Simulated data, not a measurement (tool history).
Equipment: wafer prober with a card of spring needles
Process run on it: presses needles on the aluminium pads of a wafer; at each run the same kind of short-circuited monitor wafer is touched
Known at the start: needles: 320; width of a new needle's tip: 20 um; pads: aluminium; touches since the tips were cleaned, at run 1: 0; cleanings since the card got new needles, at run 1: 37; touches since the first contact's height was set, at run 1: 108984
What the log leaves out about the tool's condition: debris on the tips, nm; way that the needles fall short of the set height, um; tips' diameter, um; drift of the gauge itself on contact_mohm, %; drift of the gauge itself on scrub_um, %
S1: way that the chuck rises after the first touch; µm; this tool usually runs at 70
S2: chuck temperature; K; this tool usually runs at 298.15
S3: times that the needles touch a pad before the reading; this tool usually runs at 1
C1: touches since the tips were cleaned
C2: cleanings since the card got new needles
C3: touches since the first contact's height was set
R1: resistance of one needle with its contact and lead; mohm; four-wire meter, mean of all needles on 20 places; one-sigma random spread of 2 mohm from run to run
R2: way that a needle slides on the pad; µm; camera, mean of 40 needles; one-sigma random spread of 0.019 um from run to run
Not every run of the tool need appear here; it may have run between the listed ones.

Run 1, hour 0.0: usual settings; C1 0; C2 37; C3 108984. Result: R1 220 mohm, R2 16.17 µm.
At hour 14.5: tips cleaned on abrasive film.
At hour 26.7: tips cleaned on abrasive film.
At hour 38.9: tips cleaned on abrasive film.
Run 2, hour 41.0: usual settings; C1 1123; C2 40; C3 130924. Result: R1 222 mohm, R2 16.16 µm.
At hour 53.0: tips cleaned on abrasive film.
Run 3, hour 64.7: usual settings; C1 6336; C2 41; C3 143658. Result: R1 223 mohm, R2 16.14 µm.
At hour 67.8: tips cleaned on abrasive film.
At hour 82.4: tips cleaned on abrasive film.
At hour 87.6: height of the first contact set anew.
At hour 96.2: tips cleaned on abrasive film.
Run 4, hour 98.4: usual settings but S2 341.15 K; C1 1200; C2 44; C3 5764. Result: R1 234 mohm, R2 16.19 µm.
At hour 110.6: tips cleaned on abrasive film.
At hour 125.1: tips cleaned on abrasive film.
At hour 138.8: tips cleaned on abrasive film.
Run 5, hour 138.8: usual settings; C1 0; C2 47; C3 27382. Result: R1 222 mohm, R2 16.16 µm.
At hour 153.7: tips cleaned on abrasive film.
At hour 167.7: tips cleaned on abrasive film.
Run 6, hour 172.9: usual settings; C1 2810; C2 49; C3 45640. Result: R1 224 mohm, R2 16.12 µm.
At hour 181.0: tips cleaned on abrasive film.
At hour 194.3: tips cleaned on abrasive film.
At hour 209.1: tips cleaned on abrasive film.
Run 7, hour 215.8: usual settings; C1 3581; C2 52; C3 68590. Result: R1 224 mohm, R2 16.12 µm.
At hour 221.9: tips cleaned on abrasive film.
At hour 237.2: tips cleaned on abrasive film.
At hour 249.4: tips cleaned on abrasive film.
At hour 263.3: tips cleaned on abrasive film.
Run 8, hour 263.3: usual settings but S2 303.15 K; C1 0; C2 56; C3 94015. Result: R1 220 mohm, R2 16.15 µm.
At hour 277.6: tips cleaned on abrasive film.
At hour 289.8: tips cleaned on abrasive film.
Run 9, hour 296.5: usual settings; C1 3570; C2 58; C3 111777. Result: R1 221 mohm, R2 16.13 µm.
At hour 302.1: tips cleaned on abrasive film.
At hour 317.1: tips cleaned on abrasive film.
Run 10, hour 318.5: usual settings; C1 782; C2 60; C3 123572. Result: R1 221 mohm, R2 16.14 µm.
At hour 330.7: tips cleaned on abrasive film.
At hour 345.1: tips cleaned on abrasive film.
At hour 360.1: tips cleaned on abrasive film.
Run 11, hour 370.0: usual settings; C1 5316; C2 63; C3 151124. Result: R1 219 mohm, R2 16.07 µm.
At hour 373.1: tips cleaned on abrasive film.
At hour 378.2: height of the first contact set anew.
At hour 387.4: tips cleaned on abrasive film.
Run 12, hour 393.0: usual settings; C1 3013; C2 65; C3 7912. Result: R1 224 mohm, R2 16.09 µm.
At hour 401.5: tips cleaned on abrasive film.
At hour 413.7: tips cleaned on abrasive film.
At hour 427.6: tips cleaned on abrasive film.
Run 13, hour 437.9: usual settings but S1 88 µm; C1 5553; C2 68; C3 31987. Result: R1 218 mohm, R2 20.26 µm.
At hour 441.0: tips cleaned on abrasive film.
At hour 455.4: tips cleaned on abrasive film.
At hour 469.6: tips cleaned on abrasive film.
Run 14, hour 476.7: usual settings but S1 88 µm; C1 3797; C2 71; C3 52724. Result: R1 219 mohm, R2 20.21 µm.
At hour 482.2: tips cleaned on abrasive film.
At hour 497.2: tips cleaned on abrasive film.
At hour 512.2: tips cleaned on abrasive film.
At hour 525.6: tips cleaned on abrasive film.
Run 15, hour 528.7: usual settings but S1 88 µm, S3 2; C1 1651; C2 75; C3 80532. Result: R1 214 mohm, R2 20.25 µm.
At hour 540.0: tips cleaned on abrasive film.
At hour 554.8: tips cleaned on abrasive film.
At hour 569.3: tips cleaned on abrasive film.
Run 16, hour 572.4: usual settings but S1 88 µm, S2 322.15 K, S3 2; C1 1672; C2 78; C3 103969. Result: R1 225 mohm, R2 20.18 µm.
At hour 584.1: tips cleaned on abrasive film.
At hour 598.9: tips cleaned on abrasive film.
Run 17, hour 599.2: usual settings but S1 67 µm, S2 338.15 K, S3 2; C1 144; C2 80; C3 118279. Result: R1 233 mohm, R2 15.37 µm.
At hour 613.7: tips cleaned on abrasive film.
At hour 628.4: tips cleaned on abrasive film.
At hour 642.8: tips cleaned on abrasive film.
Run 18, hour 643.3: usual settings but S1 67 µm, S2 338.15 K, S3 2; C1 283; C2 83; C3 141905. Result: R1 233 mohm, R2 15.35 µm.
At hour 656.9: tips cleaned on abrasive film.
At hour 669.1: height of the first contact set anew.
At hour 672.3: tips cleaned on abrasive film.
At hour 684.5: tips cleaned on abrasive film.
Run 19, hour 692.4: usual settings but S1 59 µm; C1 4270; C2 86; C3 12435. Result: R1 230 mohm, R2 13.55 µm.
At hour 697.8: tips cleaned on abrasive film.
At hour 712.9: tips cleaned on abrasive film.
At hour 725.1: tips cleaned on abrasive film.
Run 20, hour 730.3: usual settings but S1 59 µm; C1 2814; C2 89; C3 32697. Result: R1 225 mohm, R2 13.53 µm.
At hour 738.5: tips cleaned on abrasive film.
At hour 752.5: tips cleaned on abrasive film.
At hour 766.7: tips cleaned on abrasive film.
Run 21, hour 776.4: usual settings but S1 79 µm, S2 302.15 K; C1 5209; C2 92; C3 57394. Result: R1 220 mohm, R2 18.11 µm.
At hour 782.0: tips cleaned on abrasive film.
At hour 794.2: tips cleaned on abrasive film.
At hour 806.7: tips cleaned on abrasive film.
Run 22, hour 806.7: usual settings but S1 79 µm, S2 302.15 K; C1 0; C2 95; C3 73556. Result: R1 217 mohm, R2 18.12 µm.
At hour 821.8: tips cleaned on abrasive film.
At hour 836.4: tips cleaned on abrasive film.
Run 23, hour 843.1: usual settings but S1 58 µm; C1 3631; C2 97; C3 93082. Result: R1 230 mohm, R2 13.26 µm.
At hour 849.3: tips cleaned on abrasive film.
At hour 863.9: tips cleaned on abrasive film.
At hour 879.1: tips cleaned on abrasive film.
Run 24, hour 879.5: usual settings but S1 62 µm, S2 363.15 K, S3 2; C1 199; C2 100; C3 112523. Result: R1 243 mohm, R2 14.20 µm.
At hour 893.3: tips cleaned on abrasive film.
At hour 906.2: tips cleaned on abrasive film.
Run 25, hour 906.2: usual settings but S1 75 µm, S2 320.15 K, S3 2; C1 0; C2 102; C3 126806. Result: R1 228 mohm, R2 17.14 µm.
At hour 920.0: tips cleaned on abrasive film.
At hour 933.9: tips cleaned on abrasive film.
Run 26, hour 937.6: usual settings but S1 75 µm, S2 320.15 K, S3 2; C1 1985; C2 104; C3 143631. Result: R1 228 mohm, R2 17.15 µm.
At hour 948.7: tips cleaned on abrasive film.
At hour 960.9: tips cleaned on abrasive film.
At hour 961.2: height of the first contact set anew.
Run 27, hour 965.9: usual settings but S1 75 µm, S2 301.15 K, S3 2; C1 2514; C2 106; C3 2514. Result: R1 223 mohm, R2 17.16 µm.
At hour 974.6: tips cleaned on abrasive film.
At hour 988.9: tips cleaned on abrasive film.
At hour 1001.1: tips cleaned on abrasive film.
Run 28, hour 1012.1: usual settings but S1 75 µm, S2 300.15 K; C1 5957; C2 109; C3 27296. Result: R1 219 mohm, R2 17.15 µm.

Predict each of these 3 candidate next runs independently; none follows another, all start after run 28:
At hour 1014.9: tips cleaned on abrasive film.
At hour 1029.3: tips cleaned on abrasive film.
At hour 1041.5: tips cleaned on abrasive film.
Run A, hour 1051.8: usual settings but S1 75 µm, S2 335.15 K, S3 3; C1 5526; C2 112; C3 48499. Result: R1 ?, R2 ?.
At hour 1014.9: tips cleaned on abrasive film.
At hour 1029.3: tips cleaned on abrasive film.
At hour 1041.5: tips cleaned on abrasive film.
Run B, hour 1051.8: usual settings but S1 71 µm, S2 364.15 K; C1 5526; C2 112; C3 48499. Result: R1 ?, R2 ?.
At hour 1014.9: tips cleaned on abrasive film.
At hour 1029.3: tips cleaned on abrasive film.
At hour 1041.5: tips cleaned on abrasive film.
Run C, hour 1051.8: usual settings but S1 50 µm, S2 308.15 K, S3 2; C1 5526; C2 112; C3 48499. Result: R1 ?, R2 ?.

run   R1     R2
  A  232  17.13
  B  243  16.25
  C  234  11.44
Stripped of hidden state, with their random variation kept, the same runs would have yielded:
run   R1     R2
  A  231  17.30
  B  242  16.42
  C  233  11.55
